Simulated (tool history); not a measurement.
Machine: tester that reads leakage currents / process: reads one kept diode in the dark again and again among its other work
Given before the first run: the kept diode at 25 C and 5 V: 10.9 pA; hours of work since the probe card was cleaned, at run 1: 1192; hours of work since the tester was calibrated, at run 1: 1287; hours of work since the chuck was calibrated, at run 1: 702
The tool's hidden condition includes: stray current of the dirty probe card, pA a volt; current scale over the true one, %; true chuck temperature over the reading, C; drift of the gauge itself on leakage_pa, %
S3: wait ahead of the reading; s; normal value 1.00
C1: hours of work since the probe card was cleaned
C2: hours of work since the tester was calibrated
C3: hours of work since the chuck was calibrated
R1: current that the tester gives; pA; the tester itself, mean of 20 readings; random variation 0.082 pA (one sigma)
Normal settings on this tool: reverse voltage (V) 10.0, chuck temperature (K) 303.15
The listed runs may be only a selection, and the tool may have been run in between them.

run 1 hour=0.0 | reverse_voltage_(V)=10.0 chuck_temperature_(K)=303.15 S3=1.00 | C1=1192 C2=1287 C3=702 | R1=27.13
run 2 hour=48.3 | reverse_voltage_(V)=10.0 chuck_temperature_(K)=303.15 S3=1.00 | C1=1227 C2=1322 C3=737 | R1=27.37
run 3 hour=90.7 | reverse_voltage_(V)=10.0 chuck_temperature_(K)=293.15 S3=1.00 | C1=1258 C2=1353 C3=768 | R1=16.78
run 4 hour=140.4 | reverse_voltage_(V)=10.0 chuck_temperature_(K)=293.15 S3=1.00 | C1=1294 C2=1389 C3=804 | R1=16.77
run 5 hour=185.4 | reverse_voltage_(V)=10.0 chuck_temperature_(K)=311.15 S3=1.00 | C1=1326 C2=1421 C3=837 | R1=44.01
run 6 hour=220.3 | reverse_voltage_(V)=10.0 chuck_temperature_(K)=311.15 S3=1.00 | C1=1352 C2=1447 C3=862 | R1=43.88
run 7 hour=298.6 | reverse_voltage_(V)=10.0 chuck_temperature_(K)=311.15 S3=1.00 | C1=1409 C2=1504 C3=919 | R1=44.10
run 8 hour=337.9 | reverse_voltage_(V)=10.0 chuck_temperature_(K)=311.15 S3=1.00 | C1=1437 C2=1532 C3=948 | R1=44.45
run 9 hour=395.7 | reverse_voltage_(V)=10.0 chuck_temperature_(K)=303.15 S3=1.00 | C1=1479 C2=1574 C3=990 | R1=28.61
run 10 hour=451.6 | reverse_voltage_(V)=10.0 chuck_temperature_(K)=298.15 S3=1.00 | C1=1520 C2=1615 C3=1030 | R1=22.49
run 11 hour=521.4 | reverse_voltage_(V)=10.0 chuck_temperature_(K)=298.15 S3=1.00 | C1=1571 C2=1666 C3=1081 | R1=22.75
run 12 hour=568.9 | reverse_voltage_(V)=10.0 chuck_temperature_(K)=298.15 S3=1.00 | C1=1605 C2=1700 C3=1116 | R1=22.89
-- hour=578.1 chuck's temperature calibrated
run 13 hour=631.8 | reverse_voltage_(V)=10.0 chuck_temperature_(K)=303.15 S3=1.19 | C1=1649 C2=1744 C3=39 | R1=29.01
run 14 hour=676.7 | reverse_voltage_(V)=10.0 chuck_temperature_(K)=303.15 S3=1.19 | C1=1682 C2=1777 C3=72 | R1=29.24
run 15 hour=732.3 | reverse_voltage_(V)=10.0 chuck_temperature_(K)=303.15 S3=1.19 | C1=1722 C2=1817 C3=112 | R1=29.37
run 16 hour=771.6 | reverse_voltage_(V)=10.0 chuck_temperature_(K)=303.15 S3=1.19 | C1=1751 C2=1846 C3=141 | R1=29.45
run 17 hour=833.9 | reverse_voltage_(V)=10.0 chuck_temperature_(K)=303.15 S3=1.19 | C1=1796 C2=1891 C3=186 | R1=29.94
run 18 hour=874.2 | reverse_voltage_(V)=9.1 chuck_temperature_(K)=303.15 S3=2.00 | C1=1825 C2=1920 C3=215 | R1=28.22
run 19 hour=939.2 | reverse_voltage_(V)=9.1 chuck_temperature_(K)=303.15 S3=2.00 | C1=1873 C2=1968 C3=262 | R1=28.38
run 20 hour=992.0 | reverse_voltage_(V)=11.2 chuck_temperature_(K)=300.15 S3=1.00 | C1=1911 C2=2006 C3=301 | R1=28.44
-- hour=1041.7 chuck's temperature calibrated, once more
run 21 hour=1060.1 | reverse_voltage_(V)=11.1 chuck_temperature_(K)=308.15 S3=1.29 | C1=1959 C2=2054 C3=13 | R1=43.99
run 22 hour=1118.6 | reverse_voltage_(V)=7.6 chuck_temperature_(K)=303.15 S3=0.40 | C1=2002 C2=2097 C3=56 | R1=28.05
run 23 hour=1176.9 | reverse_voltage_(V)=14.1 chuck_temperature_(K)=305.15 S3=1.05 | C1=2044 C2=2139 C3=98 | R1=44.04
run 24 hour=1231.4 | reverse_voltage_(V)=8.1 chuck_temperature_(K)=306.15 S3=5.92 | C1=2084 C2=2179 C3=138 | R1=33.31
run 25 hour=1308.4 | reverse_voltage_(V)=8.1 chuck_temperature_(K)=306.15 S3=5.92 | C1=2140 C2=2235 C3=194 | R1=33.55

Below are 3 alternative next runs, each starting from the tool's condition after run 25. Predict each:
run A hour=1390.7 | reverse_voltage_(V)=1.6 chuck_temperature_(K)=323.15 S3=5.92 | C1=2199 C2=2294 C3=254 | R1=?
run B hour=1390.7 | reverse_voltage_(V)=2.9 chuck_temperature_(K)=306.15 S3=1.53 | C1=2199 C2=2294 C3=254 | R1=?
run C hour=1390.7 | reverse_voltage_(V)=2.5 chuck_temperature_(K)=313.15 S3=1.00 | C1=2199 C2=2294 C3=254 | R1=?

run=A R1=44.64
run=B R1=19.74
run=C R1=28.55
Take away the tool's hidden state, keep each run's random variation, and the runs would have read:
run=A R1=43.31
run=B R1=16.47
run=C R1=25.89
